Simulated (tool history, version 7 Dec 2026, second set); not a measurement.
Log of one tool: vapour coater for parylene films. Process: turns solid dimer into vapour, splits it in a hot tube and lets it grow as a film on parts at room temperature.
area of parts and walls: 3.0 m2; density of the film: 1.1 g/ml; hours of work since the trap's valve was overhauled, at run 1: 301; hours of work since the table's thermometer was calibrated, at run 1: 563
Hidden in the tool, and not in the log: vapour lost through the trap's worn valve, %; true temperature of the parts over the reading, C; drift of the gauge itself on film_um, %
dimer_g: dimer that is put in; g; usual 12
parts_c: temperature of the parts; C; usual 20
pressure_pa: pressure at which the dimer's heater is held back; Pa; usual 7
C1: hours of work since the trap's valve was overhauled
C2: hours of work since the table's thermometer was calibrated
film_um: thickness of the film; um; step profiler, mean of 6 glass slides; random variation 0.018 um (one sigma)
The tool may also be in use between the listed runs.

run 1 hour=0 | dimer_g=12 parts_c=20 pressure_pa=7 | C1=301 C2=563 | film_um=1.74
run 2 hour=61 | dimer_g=12 parts_c=20 pressure_pa=7 | C1=337 C2=599 | film_um=1.71
run 3 hour=123.8 | dimer_g=12 parts_c=20 pressure_pa=4.89 | C1=373 C2=635 | film_um=1.77
run 4 hour=187.1 | dimer_g=12 parts_c=20 pressure_pa=4.89 | C1=410 C2=672 | film_um=1.74
run 5 hour=234 | dimer_g=12 parts_c=20 pressure_pa=4.89 | C1=437 C2=699 | film_um=1.74
run 6 hour=283.6 | dimer_g=12 parts_c=20 pressure_pa=4.89 | C1=466 C2=728 | film_um=1.7
run 7 hour=319 | dimer_g=12 parts_c=28 pressure_pa=7 | C1=486 C2=749 | film_um=1.38
run 8 hour=365.2 | dimer_g=12 parts_c=28 pressure_pa=7 | C1=513 C2=775 | film_um=1.38
run 9 hour=398.3 | dimer_g=12 parts_c=28 pressure_pa=7 | C1=533 C2=795 | film_um=1.39
run 10 hour=443.2 | dimer_g=12 parts_c=28 pressure_pa=7 | C1=559 C2=821 | film_um=1.4
run 11 hour=485.2 | dimer_g=12 parts_c=20 pressure_pa=5.14 | C1=583 C2=845 | film_um=1.69
run 12 hour=518.1 | dimer_g=12 parts_c=20 pressure_pa=5.14 | C1=602 C2=864 | film_um=1.68
run 13 hour=560.1 | dimer_g=12 parts_c=20 pressure_pa=5.14 | C1=626 C2=889 | film_um=1.66
-- hour=570.4 trap's valve overhauled
run 14 hour=626.8 | dimer_g=12 parts_c=20 pressure_pa=5.14 | C1=33 C2=925 | film_um=1.91
run 15 hour=673.4 | dimer_g=17 parts_c=20 pressure_pa=7 | C1=60 C2=952 | film_um=2.6
run 16 hour=733.4 | dimer_g=12 parts_c=20 pressure_pa=7 | C1=95 C2=987 | film_um=1.8
run 17 hour=763.2 | dimer_g=12 parts_c=20 pressure_pa=7 | C1=112 C2=1004 | film_um=1.77
run 18 hour=804.3 | dimer_g=12 parts_c=20 pressure_pa=3.04 | C1=136 C2=1028 | film_um=1.95
run 19 hour=870.3 | dimer_g=12 parts_c=20 pressure_pa=3.04 | C1=174 C2=1066 | film_um=1.95
run 20 hour=937.7 | dimer_g=12 parts_c=16 pressure_pa=7 | C1=213 C2=1106 | film_um=1.88
run 21 hour=974.6 | dimer_g=12 parts_c=20 pressure_pa=7 | C1=235 C2=1127 | film_um=1.74
run 22 hour=1035.8 | dimer_g=12 parts_c=20 pressure_pa=7 | C1=270 C2=1163 | film_um=1.74
run 23 hour=1079.1 | dimer_g=12 parts_c=20 pressure_pa=6.32 | C1=295 C2=1188 | film_um=1.72
run 24 hour=1112.2 | dimer_g=12 parts_c=20 pressure_pa=7 | C1=315 C2=1207 | film_um=1.72
run 25 hour=1143.8 | dimer_g=6 parts_c=20 pressure_pa=7 | C1=333 C2=1225 | film_um=0.85
run 26 hour=1209.2 | dimer_g=11 parts_c=16 pressure_pa=4.68 | C1=371 C2=1263 | film_um=1.76
run 27 hour=1252.1 | dimer_g=5 parts_c=17 pressure_pa=6.61 | C1=396 C2=1288 | film_um=0.75
run 28 hour=1315.2 | dimer_g=16 parts_c=20 pressure_pa=9.69 | C1=433 C2=1325 | film_um=2.13
run 29 hour=1358.1 | dimer_g=16 parts_c=20 pressure_pa=9.69 | C1=457 C2=1350 | film_um=2.12
run 30 hour=1396.5 | dimer_g=16 parts_c=20 pressure_pa=9.69 | C1=480 C2=1372 | film_um=2.09
run 31 hour=1425.3 | dimer_g=12 parts_c=20 pressure_pa=6.27 | C1=497 C2=1389 | film_um=1.64
run 32 hour=1455.8 | dimer_g=15 parts_c=25 pressure_pa=9.01 | C1=514 C2=1406 | film_um=1.78
run 33 hour=1520.8 | dimer_g=12 parts_c=20 pressure_pa=3.58 | C1=552 C2=1444 | film_um=1.75
run 34 hour=1572.4 | dimer_g=16 parts_c=18 pressure_pa=2.83 | C1=582 C2=1474 | film_um=2.47
run 35 hour=1630.9 | dimer_g=16 parts_c=18 pressure_pa=2.83 | C1=616 C2=1508 | film_um=2.48
-- hour=1660.1 trap's valve overhauled
run 36 hour=1674.7 | dimer_g=8 parts_c=31 pressure_pa=6.08 | C1=8 C2=1531 | film_um=0.99
run 37 hour=1730.7 | dimer_g=7 parts_c=12 pressure_pa=5.92 | C1=41 C2=1564 | film_um=1.29
run 38 hour=1789.1 | dimer_g=18 parts_c=12 pressure_pa=5.93 | C1=75 C2=1598 | film_um=3.26
run 39 hour=1846.5 | dimer_g=10 parts_c=20 pressure_pa=7 | C1=108 C2=1631 | film_um=1.49
run 40 hour=1887.6 | dimer_g=10 parts_c=21 pressure_pa=6.42 | C1=132 C2=1655 | film_um=1.45
run 41 hour=1937.2 | dimer_g=10 parts_c=21 pressure_pa=6.42 | C1=161 C2=1684 | film_um=1.46
run 42 hour=1988.4 | dimer_g=10 parts_c=22 pressure_pa=6.42 | C1=191 C2=1713 | film_um=1.4
run 43 hour=2046.7 | dimer_g=6 parts_c=22 pressure_pa=6.42 | C1=224 C2=1747 | film_um=0.84
run 44 hour=2111.7 | dimer_g=6 parts_c=22 pressure_pa=6.42 | C1=262 C2=1785 | film_um=0.86
run 45 hour=2146.6 | dimer_g=11 parts_c=16 pressure_pa=10.38 | C1=283 C2=1805 | film_um=1.61
run 46 hour=2202.4 | dimer_g=11 parts_c=15 pressure_pa=4.47 | C1=315 C2=1838 | film_um=1.81
run 47 hour=2270.2 | dimer_g=11 parts_c=15 pressure_pa=4.47 | C1=354 C2=1877 | film_um=1.8

How the hidden state differs across the entries between the runs, from the last listed run before each to the first after it:
Between runs 13 and 14: trap's valve overhauled (hour 570.4)
  vapour lost through the trap's worn valve, %: 13.4 -> 1; true temperature of the parts over the reading, C: 0.1 -> 0.11
  measured less the result without the state, film_um: -0.26 -> -0.02 um
Between runs 35 and 36: trap's valve overhauled (hour 1660.1)
  vapour lost through the trap's worn valve, %: 14.1 -> 0.6
  measured less the result without the state, film_um: -0.41 -> -0.01 um

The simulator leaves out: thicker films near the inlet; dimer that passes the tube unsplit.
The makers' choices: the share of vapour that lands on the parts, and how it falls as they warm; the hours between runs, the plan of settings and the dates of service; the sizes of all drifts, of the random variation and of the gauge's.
